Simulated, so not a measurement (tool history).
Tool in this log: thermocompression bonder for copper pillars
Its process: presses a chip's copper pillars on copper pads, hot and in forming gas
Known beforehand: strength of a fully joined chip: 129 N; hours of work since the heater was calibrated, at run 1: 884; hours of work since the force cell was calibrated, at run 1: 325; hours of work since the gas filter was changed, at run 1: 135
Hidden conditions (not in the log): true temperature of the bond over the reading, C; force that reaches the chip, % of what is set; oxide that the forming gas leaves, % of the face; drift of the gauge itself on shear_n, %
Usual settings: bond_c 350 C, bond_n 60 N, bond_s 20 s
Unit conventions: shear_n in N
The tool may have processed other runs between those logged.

run,hour,bond_c,bond_n,bond_s,hours of work since the heater was calibrated,hours of work since the force cell was calibrated,hours of work since the gas filter was changed,shear_n
1,0,350,60,20,884,325,135,53.4
2,6.8,346,60,20,888,329,139,51.7
3,16.2,346,60,20,894,335,145,51.1
4,26.7,350,60,20,900,341,151,52.6
5,33.9,350,60,20,904,345,155,51.4
6,42.9,350,60,20,910,351,160,53.2
7,55.2,350,60,20,917,358,168,52
8,62.8,350,60,20,922,363,172,53.1
9,76.6,350,60,56,930,371,180,73.9
10,84.2,358,60,20,934,375,185,56.3
11,100,358,60,20,944,385,194,54.7
12,114.8,369,60,20,952,394,203,62.3
13,130.3,369,60,20,962,403,212,60.3
14,139.9,369,60,20,967,408,218,61.8
15,150.4,372,58,13,974,415,224,53.6
16,158,372,58,13,978,419,229,52.7
17,169.9,350,83,41,985,426,236,83.4
18,185.5,322,48,12,995,436,245,25.1
19,193.3,322,48,12,999,440,250,25.3
20,203.8,331,63,16,1005,447,256,40
21,215.8,350,60,23,1013,454,263,52.6
22,226.5,350,72,14,1019,460,270,52
23,239.3,366,50,44,1026,468,277,64.5
24,248.6,366,50,44,1032,473,283,66.1
25,256.3,348,48,20,1037,478,287,39.7
26,267.3,348,48,20,1043,484,294,39.9
27,274.2,328,48,20,1047,488,298,32.3
28,283.8,328,48,20,1053,494,304,32.3

3 ways to go on from here, each from the tool as it stands after run 28. What would each give?
A,295.4,342,42,21,1060,501,311,?
B,295.4,348,60,20,1060,501,311,?
C,295.4,328,36,13,1060,501,311,?

run,shear_n
A,33.9
B,49.6
C,18.9
Stripped of hidden state, with their random variation kept, the same runs would have yielded:
run,shear_n
A,35.4
B,52.2
C,19.7
